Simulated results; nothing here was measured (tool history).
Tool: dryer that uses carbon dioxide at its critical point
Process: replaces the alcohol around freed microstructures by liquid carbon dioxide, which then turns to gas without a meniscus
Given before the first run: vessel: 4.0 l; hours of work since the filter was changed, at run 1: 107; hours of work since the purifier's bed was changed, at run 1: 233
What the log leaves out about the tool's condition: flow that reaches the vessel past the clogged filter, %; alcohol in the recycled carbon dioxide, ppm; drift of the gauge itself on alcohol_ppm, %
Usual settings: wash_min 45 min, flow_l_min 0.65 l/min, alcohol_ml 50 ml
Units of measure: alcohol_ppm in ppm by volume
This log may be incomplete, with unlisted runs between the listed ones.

run	hour	wash_min	flow_l_min	alcohol_ml	hours of work since the filter was changed	hours of work since the purifier's bed was changed	alcohol_ppm
1	0	45	0.65	50	107	233	45
2	16.8	49	0.65	50	120	247	45
3	33.6	49	0.65	50	134	260	41
4	50.6	49	0.393	50	147	274	216
5	62.7	49	0.393	50	157	283	233
6	79.5	45	1.073	50	170	297	42
7	87.6	64	0.65	50	176	303	37
# hour 99: inlet filter changed
8	101.5	64	0.65	48	2	313	42
9	109.2	45	0.727	50	8	319	41
10	122.1	28	0.65	50	18	330	203
11	133.5	72	0.65	51	27	339	44
12	142	72	0.65	51	34	345	33
13	156.6	45	0.65	31	46	357	49
14	166.3	45	0.65	31	53	365	45
15	173.5	35	0.757	116	59	370	113
16	185.5	50	0.948	28	69	380	41

Branching from run 16: 3 alternative next runs. What would each branch give?
A	202.1	28	0.533	28	82	393	?
B	202.1	45	0.65	49	82	393	?
C	202.1	44	0.885	50	82	393	?

run	alcohol_ppm
A	270
B	65
C	55
Had the tool no hidden state, the same runs would have come out as:
run	alcohol_ppm
A	185
B	19
C	15
